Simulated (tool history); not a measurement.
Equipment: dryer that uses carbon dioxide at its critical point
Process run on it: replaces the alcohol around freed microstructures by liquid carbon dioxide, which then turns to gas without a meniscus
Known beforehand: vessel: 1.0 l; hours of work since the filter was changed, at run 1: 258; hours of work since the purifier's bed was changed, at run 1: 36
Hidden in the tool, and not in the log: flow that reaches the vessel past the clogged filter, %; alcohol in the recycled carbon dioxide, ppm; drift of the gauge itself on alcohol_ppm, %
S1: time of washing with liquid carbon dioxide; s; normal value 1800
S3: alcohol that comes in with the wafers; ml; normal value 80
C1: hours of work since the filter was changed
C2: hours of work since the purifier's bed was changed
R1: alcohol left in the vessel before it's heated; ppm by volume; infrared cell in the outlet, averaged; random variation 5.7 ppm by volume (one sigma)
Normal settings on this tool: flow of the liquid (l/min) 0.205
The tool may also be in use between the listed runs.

run 1 hour=0 | S1=1800 flow_of_the_liquid_(l/min)=0.205 S3=80 | C1=258 C2=36 | R1=317
run 2 hour=13.2 | S1=1320 flow_of_the_liquid_(l/min)=0.205 S3=80 | C1=267 C2=45 | R1=1403
run 3 hour=26.3 | S1=1140 flow_of_the_liquid_(l/min)=0.205 S3=80 | C1=275 C2=54 | R1=2519
run 4 hour=39.5 | S1=1140 flow_of_the_liquid_(l/min)=0.205 S3=80 | C1=284 C2=62 | R1=2388
run 5 hour=45.9 | S1=1800 flow_of_the_liquid_(l/min)=0.205 S3=80 | C1=288 C2=66 | R1=344
run 6 hour=55.7 | S1=1800 flow_of_the_liquid_(l/min)=0.205 S3=80 | C1=295 C2=73 | R1=347
run 7 hour=69.5 | S1=2040 flow_of_the_liquid_(l/min)=0.205 S3=80 | C1=304 C2=82 | R1=189
run 8 hour=81 | S1=2040 flow_of_the_liquid_(l/min)=0.205 S3=80 | C1=311 C2=89 | R1=190
run 9 hour=91.3 | S1=2040 flow_of_the_liquid_(l/min)=0.205 S3=80 | C1=318 C2=96 | R1=196
run 10 hour=105.5 | S1=2040 flow_of_the_liquid_(l/min)=0.205 S3=80 | C1=327 C2=105 | R1=198
run 11 hour=111.7 | S1=1140 flow_of_the_liquid_(l/min)=0.155 S3=80 | C1=331 C2=109 | R1=6124
run 12 hour=126.2 | S1=1140 flow_of_the_liquid_(l/min)=0.155 S3=80 | C1=341 C2=119 | R1=6107
run 13 hour=140.7 | S1=1140 flow_of_the_liquid_(l/min)=0.155 S3=80 | C1=350 C2=128 | R1=6222
run 14 hour=151.2 | S1=1140 flow_of_the_liquid_(l/min)=0.155 S3=80 | C1=357 C2=135 | R1=6323
run 15 hour=160.2 | S1=1620 flow_of_the_liquid_(l/min)=0.219 S3=37 | C1=363 C2=141 | R1=253
run 16 hour=171.8 | S1=1620 flow_of_the_liquid_(l/min)=0.219 S3=37 | C1=371 C2=149 | R1=257
run 17 hour=183.7 | S1=1620 flow_of_the_liquid_(l/min)=0.219 S3=92 | C1=378 C2=157 | R1=600
run 18 hour=194.3 | S1=1620 flow_of_the_liquid_(l/min)=0.222 S3=35 | C1=385 C2=164 | R1=228
run 19 hour=206.8 | S1=1620 flow_of_the_liquid_(l/min)=0.222 S3=33 | C1=394 C2=172 | R1=245
run 20 hour=219.9 | S1=1620 flow_of_the_liquid_(l/min)=0.222 S3=33 | C1=402 C2=180 | R1=248

Predict each of these 4 candidate next runs independently; none follows another, all start after run 20:
run A hour=226.1 | S1=1140 flow_of_the_liquid_(l/min)=0.228 S3=24 | C1=406 C2=184 | R1=?
run B hour=226.1 | S1=2220 flow_of_the_liquid_(l/min)=0.133 S3=80 | C1=406 C2=184 | R1=?
run C hour=226.1 | S1=1740 flow_of_the_liquid_(l/min)=0.206 S3=38 | C1=406 C2=184 | R1=?
run D hour=226.1 | S1=1080 flow_of_the_liquid_(l/min)=0.222 S3=33 | C1=406 C2=184 | R1=?

run=A R1=636
run=B R1=1253
run=C R1=281
run=D R1=1099
Without the tool's unlogged condition, the same runs would have read:
run=A R1=334
run=B R1=629
run=C R1=114
run=D R1=624

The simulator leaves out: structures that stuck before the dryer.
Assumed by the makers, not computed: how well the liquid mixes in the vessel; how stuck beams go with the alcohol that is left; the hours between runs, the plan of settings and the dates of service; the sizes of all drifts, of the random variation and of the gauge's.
